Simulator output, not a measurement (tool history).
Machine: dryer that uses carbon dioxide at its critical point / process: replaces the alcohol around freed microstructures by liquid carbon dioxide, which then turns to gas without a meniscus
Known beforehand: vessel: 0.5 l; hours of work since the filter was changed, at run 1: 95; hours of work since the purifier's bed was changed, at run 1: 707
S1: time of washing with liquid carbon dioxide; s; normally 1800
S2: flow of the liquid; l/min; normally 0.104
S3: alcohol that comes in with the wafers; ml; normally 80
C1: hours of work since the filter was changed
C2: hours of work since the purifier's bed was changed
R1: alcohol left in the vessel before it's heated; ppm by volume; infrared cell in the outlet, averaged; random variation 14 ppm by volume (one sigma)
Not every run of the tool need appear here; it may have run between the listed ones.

{"run": 1, "day": 0.0, "S1": 1800, "S2": 0.104, "S3": 80, "C1": 95, "C2": 707, "R1": 1395}
{"run": 2, "day": 0.804, "S1": 1800, "S2": 0.104, "S3": 80, "C1": 109, "C2": 720, "R1": 1474}
{"run": 3, "day": 1.371, "S1": 1800, "S2": 0.104, "S3": 80, "C1": 118, "C2": 730, "R1": 1440}
{"run": 4, "day": 1.917, "S1": 1800, "S2": 0.104, "S3": 80, "C1": 128, "C2": 739, "R1": 1571}
{"run": 5, "day": 2.754, "S1": 1800, "S2": 0.104, "S3": 80, "C1": 142, "C2": 754, "R1": 1605}
{"run": 6, "day": 3.262, "S1": 1800, "S2": 0.104, "S3": 80, "C1": 151, "C2": 763, "R1": 1628}
{"run": 7, "day": 4.35, "S1": 1800, "S2": 0.104, "S3": 80, "C1": 169, "C2": 781, "R1": 1775}
{"run": 8, "day": 5.471, "S1": 1800, "S2": 0.104, "S3": 80, "C1": 188, "C2": 800, "R1": 1898}
{"run": 9, "day": 6.246, "S1": 1800, "S2": 0.104, "S3": 80, "C1": 202, "C2": 813, "R1": 1974}
{"run": 10, "day": 6.821, "S1": 1800, "S2": 0.104, "S3": 80, "C1": 212, "C2": 823, "R1": 2010}
{"run": 11, "day": 7.912, "S1": 1800, "S2": 0.104, "S3": 80, "C1": 230, "C2": 842, "R1": 2093}
{"day": 8.529, "done": "inlet filter changed"}
{"run": 12, "day": 8.783, "S1": 1800, "S2": 0.104, "S3": 80, "C1": 4, "C2": 856, "R1": 1049}
{"run": 13, "day": 9.362, "S1": 1800, "S2": 0.104, "S3": 80, "C1": 14, "C2": 866, "R1": 1089}
{"run": 14, "day": 9.967, "S1": 1800, "S2": 0.104, "S3": 21, "C1": 25, "C2": 876, "R1": 431}
{"run": 15, "day": 10.567, "S1": 1800, "S2": 0.104, "S3": 80, "C1": 35, "C2": 887, "R1": 1219}
{"run": 16, "day": 11.642, "S1": 2820, "S2": 0.073, "S3": 64, "C1": 53, "C2": 905, "R1": 687}
{"run": 17, "day": 12.621, "S1": 2820, "S2": 0.073, "S3": 64, "C1": 70, "C2": 922, "R1": 725}
{"run": 18, "day": 13.725, "S1": 2820, "S2": 0.073, "S3": 109, "C1": 89, "C2": 940, "R1": 1188}
{"run": 19, "day": 14.446, "S1": 1080, "S2": 0.138, "S3": 80, "C1": 101, "C2": 953, "R1": 3843}
{"run": 20, "day": 15.212, "S1": 2400, "S2": 0.138, "S3": 63, "C1": 114, "C2": 966, "R1": 205}
{"run": 21, "day": 16.229, "S1": 2400, "S2": 0.138, "S3": 63, "C1": 132, "C2": 983, "R1": 230}
{"run": 22, "day": 16.821, "S1": 2400, "S2": 0.138, "S3": 63, "C1": 142, "C2": 993, "R1": 222}
{"run": 23, "day": 17.392, "S1": 2400, "S2": 0.066, "S3": 63, "C1": 151, "C2": 1003, "R1": 2719}
{"run": 24, "day": 18.108, "S1": 2400, "S2": 0.066, "S3": 63, "C1": 164, "C2": 1015, "R1": 2621}
{"run": 25, "day": 19.012, "S1": 2400, "S2": 0.066, "S3": 63, "C1": 179, "C2": 1031, "R1": 2802}
{"run": 26, "day": 19.746, "S1": 1320, "S2": 0.072, "S3": 79, "C1": 192, "C2": 1043, "R1": 16406}
{"run": 27, "day": 20.275, "S1": 2220, "S2": 0.104, "S3": 39, "C1": 201, "C2": 1052, "R1": 536}
{"run": 28, "day": 21.225, "S1": 2220, "S2": 0.104, "S3": 39, "C1": 217, "C2": 1069, "R1": 541}
{"run": 29, "day": 22.242, "S1": 1200, "S2": 0.104, "S3": 24, "C1": 234, "C2": 1086, "R1": 2896}

Selected run-to-run steps in R1, each split into two signed amounts: the part the tool would show with no hidden state at all (from settings, incoming material and random variation), and the remainder, which goes to the hidden state together with any gauge scatter not common to the measured and the hidden-state-free results:
Unlogged tool condition in this case: flow that reaches the vessel past the clogged filter, %; alcohol in the recycled carbon dioxide, ppm; drift of the gauge itself on alcohol_ppm, %.
Run 25 -> 26: S1 2400 -> 1320, S2 0.066 -> 0.072, S3 63 -> 79. R1 +13604 ppm by volume: hidden state +3962, all else +9642.
Run 26 -> 27: S1 1320 -> 2220, S2 0.072 -> 0.104, S3 79 -> 39. R1 -15870 ppm by volume: hidden state -4928, all else -10942.
